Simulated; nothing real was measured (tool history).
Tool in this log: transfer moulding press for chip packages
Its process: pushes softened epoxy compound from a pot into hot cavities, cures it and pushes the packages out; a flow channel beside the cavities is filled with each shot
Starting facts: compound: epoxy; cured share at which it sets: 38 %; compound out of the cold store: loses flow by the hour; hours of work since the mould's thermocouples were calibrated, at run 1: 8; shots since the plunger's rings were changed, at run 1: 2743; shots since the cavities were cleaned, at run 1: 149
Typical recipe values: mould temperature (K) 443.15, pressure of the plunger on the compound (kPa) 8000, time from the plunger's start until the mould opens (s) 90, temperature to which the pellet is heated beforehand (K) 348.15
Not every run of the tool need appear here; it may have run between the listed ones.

run,day,mould temperature (K),pressure of the plunger on the compound (kPa),time from the plunger's start until the mould opens (s),temperature to which the pellet is heated beforehand (K),hours of work since the mould's thermocouples were calibrated,shots since the plunger's rings were changed,shots since the cavities were cleaned,incoming compound's hours out of the cold store,length that the compound runs in the flow channel (mm),greatest force on the pins that push the packages out (N)
1,0.000,443.15,8000,90,348.15,8,2743,149,34.4,570,691
2,2.200,443.15,8000,90,348.15,43,3358,764,27.7,585,900
# day 2.667: cavities cleaned with cleaning compound and waxed
3,4.796,443.15,8000,90,348.15,82,4068,596,12.5,628,895
# day 5.967: cavities cleaned with cleaning compound and waxed
4,6.138,443.15,8000,90,348.15,102,4426,47,33.1,553,569
5,8.367,443.15,8000,90,348.15,137,5051,672,18.5,599,927
# day 9.250: cavities cleaned with cleaning compound and waxed
6,10.812,443.15,8000,90,348.15,174,5717,436,31.5,558,856
# day 12.483: cavities cleaned with cleaning compound and waxed
# day 13.088: plunger's sealing rings changed
7,13.462,443.15,8540,90,348.15,212,105,245,25.7,629,768
# day 15.783: cavities cleaned with cleaning compound and waxed
8,15.896,443.15,8540,90,348.15,249,769,31,29.6,609,577
9,18.292,443.15,8000,90,348.15,287,1440,702,33.9,574,872
# day 19.017: cavities cleaned with cleaning compound and waxed
10,20.504,443.15,8000,90,348.15,320,2042,417,29.6,584,860
# day 22.304: cavities cleaned with cleaning compound and waxed
11,22.596,443.15,8000,90,354.15,352,2610,81,28.8,591,664
12,24.675,443.15,8000,90,348.15,384,3192,663,13.8,616,944
# day 25.592: cavities cleaned with cleaning compound and waxed
13,25.967,443.15,8000,90,348.15,403,3536,105,38.4,546,704
14,28.083,444.15,6340,98,343.15,436,4129,698,16.1,548,806
# day 28.842: cavities cleaned with cleaning compound and waxed
15,29.525,435.15,9210,85,348.15,458,4515,192,38.9,619,1365
16,31.254,447.15,7350,99,357.15,485,5000,677,19.7,566,705
# day 32.075: cavities cleaned with cleaning compound and waxed
17,33.096,447.15,7350,99,357.15,512,5497,285,46.5,495,629
18,35.088,447.15,7350,99,357.15,543,6055,843,44.7,498,728
# day 35.288: cavities cleaned with cleaning compound and waxed
# day 36.108: plunger's sealing rings changed
19,36.721,447.15,7350,99,357.15,566,171,373,37.9,539,653
20,37.896,447.15,7350,99,357.15,585,500,702,9.8,624,724
# day 38.738: cavities cleaned with cleaning compound and waxed
21,39.492,447.15,7350,99,357.15,608,930,212,26.4,567,588
22,41.296,447.15,7350,99,357.15,637,1435,717,18.4,596,707
# day 42.112: cavities cleaned with cleaning compound and waxed
23,43.783,447.15,7350,73,340.15,674,2113,468,14.7,602,1248
# day 45.358: cavities cleaned with cleaning compound and waxed
24,45.788,436.15,8710,118,338.15,705,2657,120,31.1,625,650
25,47.475,442.15,8480,89,345.15,731,3129,592,22.5,627,1069

4 ways to go on from here, each from the tool as it stands after run 25. What would each give?
# day 48.621: cavities cleaned with cleaning compound and waxed
A,49.133,448.15,8480,109,345.15,756,3577,144,44.0,?,?
# day 48.621: cavities cleaned with cleaning compound and waxed
B,49.133,443.15,7240,90,348.15,756,3577,144,46.7,?,?
# day 48.621: cavities cleaned with cleaning compound and waxed
C,49.133,440.15,8480,89,345.15,756,3577,144,46.5,?,?
# day 48.621: cavities cleaned with cleaning compound and waxed
D,49.133,447.15,8000,90,348.15,756,3577,144,34.9,?,?

run,length that the compound runs in the flow channel (mm),greatest force on the pins that push the packages out (N)
A,545,499
B,511,694
C,568,836
D,554,585
What these runs would have given with no unlogged condition in the tool:
run,length that the compound runs in the flow channel (mm),greatest force on the pins that push the packages out (N)
A,560,402
B,525,520
C,583,613
D,569,452
